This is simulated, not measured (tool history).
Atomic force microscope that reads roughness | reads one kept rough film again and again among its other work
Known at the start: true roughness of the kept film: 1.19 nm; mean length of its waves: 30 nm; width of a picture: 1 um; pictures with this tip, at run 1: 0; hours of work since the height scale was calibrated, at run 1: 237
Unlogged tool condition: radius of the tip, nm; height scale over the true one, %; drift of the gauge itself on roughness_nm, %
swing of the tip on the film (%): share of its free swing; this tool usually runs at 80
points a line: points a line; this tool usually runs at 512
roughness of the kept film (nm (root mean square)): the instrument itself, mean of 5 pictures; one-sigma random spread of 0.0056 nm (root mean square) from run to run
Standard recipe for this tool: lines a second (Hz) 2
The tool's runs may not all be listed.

run,hour,lines a second (Hz),swing of the tip on the film (%),points a line,pictures with this tip,hours of work since the height scale was calibrated,roughness of the kept film (nm (root mean square))
1,0,2,80,512,0,237,0.974
2,7.8,2.3,80,512,12,242,0.95
3,18.1,2.3,80,512,27,248,0.955
4,29.1,2.3,80,512,44,255,0.957
5,34.4,2.3,80,512,52,258,0.957
6,40.2,2.3,80,512,60,262,0.939
7,47.4,2.3,80,512,71,266,0.957
8,53.9,2,80,512,81,270,0.975
9,64.2,2,65,512,96,277,1.062
10,69.8,2,70,512,105,280,1.036
11,80.8,2,80,512,121,287,0.969
12,89.7,0.52,66,512,134,293,1.126
13,97.5,2,63,316,146,298,1.058
14,106.6,0.88,79,512,160,303,1.061
15,116.6,2,59,502,175,310,1.079
16,124.4,2,59,502,186,315,1.086
17,133.2,2,59,502,200,320,1.087
18,138.3,2,59,502,207,323,1.081
19,147.6,2.05,68,645,221,329,1.039
20,156,2,79,612,234,334,0.977
21,165.1,2,80,656,247,340,0.974
22,174.4,3.82,67,280,261,346,0.971

What if the next run were any one of these 3? Each begins from the tool's condition after run 22:
A,185.8,1.77,67,393,278,353,?
B,185.8,0.65,77,486,278,353,?
C,185.8,1.89,58,512,278,353,?

run,roughness of the kept film (nm (root mean square))
A,1.052
B,1.087
C,1.089
The same runs, with their run-to-run variation unchanged, on a tool lacking any hidden condition would have given:
run,roughness of the kept film (nm (root mean square))
A,1.056
B,1.091
C,1.092
